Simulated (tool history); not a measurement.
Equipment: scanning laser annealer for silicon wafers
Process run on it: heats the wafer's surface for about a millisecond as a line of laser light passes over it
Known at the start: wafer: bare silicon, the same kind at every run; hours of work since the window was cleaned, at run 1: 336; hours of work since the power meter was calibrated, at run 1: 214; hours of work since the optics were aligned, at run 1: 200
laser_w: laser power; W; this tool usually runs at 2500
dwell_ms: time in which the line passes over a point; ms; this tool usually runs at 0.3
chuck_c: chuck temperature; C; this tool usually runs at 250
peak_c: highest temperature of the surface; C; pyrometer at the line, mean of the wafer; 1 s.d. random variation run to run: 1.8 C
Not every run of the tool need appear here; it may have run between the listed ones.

run	hour	laser_w	dwell_ms	chuck_c	hours of work since the window was cleaned	hours of work since the power meter was calibrated	hours of work since the optics were aligned	peak_c
1	0	2500	0.3	250	336	214	200	1008
2	6.4	2500	0.3	250	339	218	203	1009
3	11.6	2500	0.3	250	342	221	206	1004
# hour 15.1: laser's power meter calibrated
4	23.8	2500	0.3	250	347	5	211	1006
5	32.9	2500	0.3	250	352	10	216	1005
6	42.3	2500	0.3	250	357	15	221	1007
7	50.8	2722	0.371	250	362	20	226	1180

Run 8 has not been measured yet. What should we expect?
# hour 54.7: laser's power meter calibrated, once more
8	60	2500	0.3	235	366	3	230	?

peak_c: 993 C
Were there no unlogged condition in the tool, this run, its random variation unchanged, would have produced peak_c 1020 C.
